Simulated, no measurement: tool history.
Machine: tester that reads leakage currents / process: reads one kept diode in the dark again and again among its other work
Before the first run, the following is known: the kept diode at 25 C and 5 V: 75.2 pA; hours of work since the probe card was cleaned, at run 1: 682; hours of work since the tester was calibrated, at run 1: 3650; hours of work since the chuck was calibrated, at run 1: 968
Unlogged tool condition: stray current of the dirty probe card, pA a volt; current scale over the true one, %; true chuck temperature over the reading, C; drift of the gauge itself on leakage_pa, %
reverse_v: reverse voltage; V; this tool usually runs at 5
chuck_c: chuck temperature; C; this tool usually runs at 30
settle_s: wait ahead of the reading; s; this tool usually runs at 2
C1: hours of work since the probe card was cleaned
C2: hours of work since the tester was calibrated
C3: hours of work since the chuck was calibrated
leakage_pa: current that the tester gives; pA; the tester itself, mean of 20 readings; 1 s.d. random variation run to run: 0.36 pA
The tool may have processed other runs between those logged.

Run 1, hour 0: usual settings; C1 682; C2 3650; C3 968. Result: leakage_pa 120.35 pA.
Run 2, hour 113.8: usual settings; C1 768; C2 3737; C3 1054. Result: leakage_pa 119.06 pA.
Run 3, hour 178.9: usual settings; C1 818; C2 3786; C3 1104. Result: leakage_pa 119.2 pA.
Run 4, hour 236.9: usual settings; C1 862; C2 3830; C3 1148. Result: leakage_pa 119.8 pA.
Run 5, hour 297.8: usual settings but chuck_c 41 C; C1 908; C2 3877; C3 1195. Result: leakage_pa 310.52 pA.
Run 6, hour 377: usual settings but reverse_v 4.47 V; C1 969; C2 3937; C3 1255. Result: leakage_pa 113.59 pA.
Run 7, hour 473.6: usual settings but reverse_v 4.47 V; C1 1042; C2 4011; C3 1328. Result: leakage_pa 113.23 pA.
At hour 505.2: tester calibrated.
Run 8, hour 551.3: usual settings; C1 1100; C2 35; C3 1386. Result: leakage_pa 120.08 pA.
Run 9, hour 609.6: usual settings but reverse_v 8.99 V; C1 1144; C2 80; C3 1430. Result: leakage_pa 157.79 pA.
Run 10, hour 671.6: usual settings but reverse_v 8.99 V; C1 1191; C2 127; C3 1478. Result: leakage_pa 157.44 pA.
Run 11, hour 788.9: usual settings but reverse_v 1.66 V; C1 1281; C2 216; C3 1567. Result: leakage_pa 71.72 pA.
Run 12, hour 851.1: usual settings but reverse_v 1.66 V; C1 1328; C2 263; C3 1614. Result: leakage_pa 71.09 pA.
Run 13, hour 935.5: usual settings but reverse_v 1.66 V, settle_s 0.76 s; C1 1392; C2 328; C3 1679. Result: leakage_pa 71.83 pA.
Run 14, hour 1035.2: usual settings but reverse_v 1.66 V, settle_s 0.76 s; C1 1468; C2 404; C3 1755. Result: leakage_pa 71.81 pA.
Run 15, hour 1126.2: usual settings but reverse_v 1.5 V, chuck_c 25 C, settle_s 0.35 s; C1 1538; C2 473; C3 1824. Result: leakage_pa 44.38 pA.
Run 16, hour 1194: usual settings but reverse_v 7.17 V, chuck_c 29 C, settle_s 1.5 s; C1 1589; C2 525; C3 1875. Result: leakage_pa 130.37 pA.
Run 17, hour 1247.4: usual settings but reverse_v 17.12 V, chuck_c 44 C, settle_s 0.41 s; C1 1630; C2 565; C3 1916. Result: leakage_pa 712.47 pA.

4 options for the next run, each taken on its own from the tool as it stands now. Forecast them:
Run A, hour 1337.9: usual settings but reverse_v 17.12 V, chuck_c 25 C, settle_s 0.41 s; C1 1699; C2 634; C3 1985. Result: leakage_pa ?.
Run B, hour 1337.9: usual settings but chuck_c 57 C; C1 1699; C2 634; C3 1985. Result: leakage_pa ?.
Run C, hour 1337.9: usual settings but reverse_v 4.7 V, settle_s 0.44 s; C1 1699; C2 634; C3 1985. Result: leakage_pa ?.
Run D, hour 1337.9: usual settings but chuck_c 56 C, settle_s 6.83 s; C1 1699; C2 634; C3 1985. Result: leakage_pa ?.

run  leakage_pa
  A      145.32
  B     1103.79
  C      118.32
  D     1025.91
The same runs, with their run-to-run variation unchanged, on a tool lacking any hidden condition would have given:
run  leakage_pa
  A      145.29
  B     1104.59
  C      118.39
  D     1026.66
